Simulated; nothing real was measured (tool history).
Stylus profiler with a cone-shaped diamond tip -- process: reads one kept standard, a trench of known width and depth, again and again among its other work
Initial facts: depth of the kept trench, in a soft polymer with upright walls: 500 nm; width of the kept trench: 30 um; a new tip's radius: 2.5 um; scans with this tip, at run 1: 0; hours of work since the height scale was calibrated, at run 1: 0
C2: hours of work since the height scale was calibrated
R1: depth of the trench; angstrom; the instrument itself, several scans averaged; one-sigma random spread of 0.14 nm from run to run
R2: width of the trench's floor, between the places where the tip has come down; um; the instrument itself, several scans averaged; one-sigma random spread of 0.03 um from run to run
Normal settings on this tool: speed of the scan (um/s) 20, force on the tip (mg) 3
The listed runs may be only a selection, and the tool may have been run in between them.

run 1 hour=0 | speed_of_the_scan_(um/s)=20 force_on_the_tip_(mg)=3 | scans_with_this_tip=0 C2=0 | R1=5100.2 R2=26.89
run 2 hour=52.4 | speed_of_the_scan_(um/s)=20 force_on_the_tip_(mg)=1.54 | scans_with_this_tip=425 C2=29 | R1=5065 R2=26.81
run 3 hour=104.5 | speed_of_the_scan_(um/s)=20 force_on_the_tip_(mg)=1.54 | scans_with_this_tip=847 C2=58 | R1=5064.9 R2=26.86
run 4 hour=160.4 | speed_of_the_scan_(um/s)=31 force_on_the_tip_(mg)=3 | scans_with_this_tip=1301 C2=89 | R1=5099.9 R2=26.85
run 5 hour=223.1 | speed_of_the_scan_(um/s)=20 force_on_the_tip_(mg)=3 | scans_with_this_tip=1810 C2=123 | R1=5098.1 R2=26.94
run 6 hour=273.6 | speed_of_the_scan_(um/s)=20 force_on_the_tip_(mg)=3 | scans_with_this_tip=2220 C2=151 | R1=5096.6 R2=26.93
run 7 hour=299 | speed_of_the_scan_(um/s)=64 force_on_the_tip_(mg)=2.02 | scans_with_this_tip=2426 C2=165 | R1=5076.6 R2=26.66
run 8 hour=359.7 | speed_of_the_scan_(um/s)=43 force_on_the_tip_(mg)=4.18 | scans_with_this_tip=2918 C2=199 | R1=5121.9 R2=26.8

What will run 9 give?
run 9 hour=414.7 | speed_of_the_scan_(um/s)=9 force_on_the_tip_(mg)=1.02 | scans_with_this_tip=3365 C2=229 | R1=? R2=?

R1: 5045.6 angstrom
R2: 26.9 um
The same run, on a tool lacking any hidden state, would have yielded R1 5045.7 angstrom, R2 26.91 um.
